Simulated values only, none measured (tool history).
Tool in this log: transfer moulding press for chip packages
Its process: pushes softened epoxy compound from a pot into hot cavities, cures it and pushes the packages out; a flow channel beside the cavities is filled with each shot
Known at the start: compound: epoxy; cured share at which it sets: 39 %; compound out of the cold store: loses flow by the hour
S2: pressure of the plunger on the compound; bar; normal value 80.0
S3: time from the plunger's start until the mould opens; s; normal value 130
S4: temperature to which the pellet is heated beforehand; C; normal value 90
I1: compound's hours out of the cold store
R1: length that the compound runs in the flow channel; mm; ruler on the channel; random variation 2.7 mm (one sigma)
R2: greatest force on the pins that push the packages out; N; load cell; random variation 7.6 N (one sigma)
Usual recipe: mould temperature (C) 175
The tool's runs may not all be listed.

{"run": 1, "hour": 0.0, "mould temperature (C)": 175, "S2": 80.0, "S3": 130, "S4": 90, "I1": 39.7, "R1": 443, "R2": 393}
{"run": 2, "hour": 16.9, "mould temperature (C)": 175, "S2": 80.0, "S3": 130, "S4": 90, "I1": 15.8, "R1": 466, "R2": 479}
{"run": 3, "hour": 28.6, "mould temperature (C)": 175, "S2": 82.7, "S3": 130, "S4": 90, "I1": 39.9, "R1": 444, "R2": 484}
{"hour": 43.8, "done": "plunger's sealing rings changed"}
{"run": 4, "hour": 51.2, "mould temperature (C)": 175, "S2": 80.0, "S3": 130, "S4": 81, "I1": 47.9, "R1": 483, "R2": 528}
{"run": 5, "hour": 69.6, "mould temperature (C)": 175, "S2": 80.0, "S3": 130, "S4": 81, "I1": 30.6, "R1": 504, "R2": 614}
{"hour": 82.2, "done": "cavities cleaned with cleaning compound and waxed"}
{"run": 6, "hour": 96.4, "mould temperature (C)": 175, "S2": 76.2, "S3": 130, "S4": 81, "I1": 20.0, "R1": 496, "R2": 427}
{"run": 7, "hour": 109.8, "mould temperature (C)": 175, "S2": 80.0, "S3": 130, "S4": 90, "I1": 45.8, "R1": 477, "R2": 440}
{"run": 8, "hour": 129.9, "mould temperature (C)": 175, "S2": 93.0, "S3": 130, "S4": 90, "I1": 24.8, "R1": 539, "R2": 523}
{"run": 9, "hour": 148.1, "mould temperature (C)": 175, "S2": 93.0, "S3": 130, "S4": 90, "I1": 32.9, "R1": 528, "R2": 576}
{"run": 10, "hour": 159.5, "mould temperature (C)": 175, "S2": 93.0, "S3": 130, "S4": 90, "I1": 44.2, "R1": 517, "R2": 582}
{"hour": 178.7, "done": "cavities cleaned with cleaning compound and waxed"}
{"run": 11, "hour": 182.4, "mould temperature (C)": 175, "S2": 93.0, "S3": 130, "S4": 90, "I1": 12.4, "R1": 551, "R2": 370}
{"run": 12, "hour": 198.5, "mould temperature (C)": 175, "S2": 80.0, "S3": 130, "S4": 90, "I1": 30.5, "R1": 491, "R2": 436}
{"run": 13, "hour": 217.1, "mould temperature (C)": 175, "S2": 80.0, "S3": 130, "S4": 90, "I1": 21.1, "R1": 500, "R2": 513}
{"run": 14, "hour": 233.0, "mould temperature (C)": 175, "S2": 80.0, "S3": 130, "S4": 90, "I1": 26.7, "R1": 490, "R2": 522}
{"run": 15, "hour": 255.9, "mould temperature (C)": 175, "S2": 80.0, "S3": 130, "S4": 90, "I1": 8.3, "R1": 506, "R2": 621}
{"hour": 274.7, "done": "cavities cleaned with cleaning compound and waxed"}
{"run": 16, "hour": 278.7, "mould temperature (C)": 175, "S2": 80.0, "S3": 120, "S4": 90, "I1": 14.3, "R1": 498, "R2": 452}
{"run": 17, "hour": 295.8, "mould temperature (C)": 169, "S2": 61.7, "S3": 137, "S4": 86, "I1": 45.7, "R1": 413, "R2": 558}
{"run": 18, "hour": 314.3, "mould temperature (C)": 169, "S2": 61.7, "S3": 151, "S4": 82, "I1": 38.1, "R1": 419, "R2": 547}
{"run": 19, "hour": 327.3, "mould temperature (C)": 169, "S2": 61.7, "S3": 151, "S4": 88, "I1": 26.3, "R1": 430, "R2": 587}
{"run": 20, "hour": 348.4, "mould temperature (C)": 169, "S2": 61.7, "S3": 151, "S4": 88, "I1": 23.5, "R1": 429, "R2": 678}
{"hour": 352.3, "done": "mould's thermocouples calibrated"}
{"run": 21, "hour": 370.2, "mould temperature (C)": 175, "S2": 80.0, "S3": 130, "S4": 88, "I1": 20.1, "R1": 482, "R2": 630}
{"hour": 374.0, "done": "cavities cleaned with cleaning compound and waxed"}
{"run": 22, "hour": 384.0, "mould temperature (C)": 173, "S2": 63.6, "S3": 158, "S4": 87, "I1": 47.2, "R1": 408, "R2": 343}
{"run": 23, "hour": 396.0, "mould temperature (C)": 173, "S2": 63.6, "S3": 158, "S4": 87, "I1": 40.5, "R1": 415, "R2": 382}
{"run": 24, "hour": 417.3, "mould temperature (C)": 175, "S2": 85.7, "S3": 125, "S4": 90, "I1": 46.8, "R1": 468, "R2": 558}
{"run": 25, "hour": 433.7, "mould temperature (C)": 175, "S2": 85.7, "S3": 111, "S4": 90, "I1": 9.7, "R1": 512, "R2": 792}
{"hour": 438.1, "done": "mould's thermocouples calibrated, once more"}
{"run": 26, "hour": 452.9, "mould temperature (C)": 175, "S2": 85.7, "S3": 111, "S4": 90, "I1": 46.9, "R1": 464, "R2": 725}
{"hour": 472.5, "done": "cavities cleaned with cleaning compound and waxed"}
{"run": 27, "hour": 475.5, "mould temperature (C)": 175, "S2": 80.0, "S3": 148, "S4": 90, "I1": 33.4, "R1": 461, "R2": 285}
{"run": 28, "hour": 494.2, "mould temperature (C)": 175, "S2": 65.7, "S3": 136, "S4": 90, "I1": 14.9, "R1": 429, "R2": 403}

Measured minus without-hidden-state, run by run (identical run-to-run variation in each term; gauge scatter may differ):
The hidden state here: true mould temperature over the reading, C; pressure that reaches the compound, % of what is set; grip of the stained cavities, % over clean ones'; drift of the gauge itself on flow_mm, %; drift of the gauge itself on push_out_n, %.
run=1 R1=-50 R2=+82
run=2 R1=-56 R2=+148
run=3 R1=-55 R2=+175
run=4 R1=+0 R2=+223
run=5 R1=-2 R2=+283
run=6 R1=-4 R2=+93
run=7 R1=-6 R2=+132
run=8 R1=-7 R2=+202
run=9 R1=-10 R2=+251
run=10 R1=-10 R2=+265
run=11 R1=-13 R2=+36
run=12 R1=-13 R2=+108
run=13 R1=-15 R2=+181
run=14 R1=-17 R2=+209
run=15 R1=-19 R2=+283
run=16 R1=-22 R2=+62
run=17 R1=-19 R2=+160
run=18 R1=-21 R2=+205
run=19 R1=-23 R2=+240
run=20 R1=-24 R2=+310
run=21 R1=-28 R2=+312
run=22 R1=-25 R2=+56
run=23 R1=-27 R2=+99
run=24 R1=-32 R2=+217
run=25 R1=-37 R2=+358
run=26 R1=-38 R2=+316
run=27 R1=-40 R2=+13
run=28 R1=-38 R2=+91

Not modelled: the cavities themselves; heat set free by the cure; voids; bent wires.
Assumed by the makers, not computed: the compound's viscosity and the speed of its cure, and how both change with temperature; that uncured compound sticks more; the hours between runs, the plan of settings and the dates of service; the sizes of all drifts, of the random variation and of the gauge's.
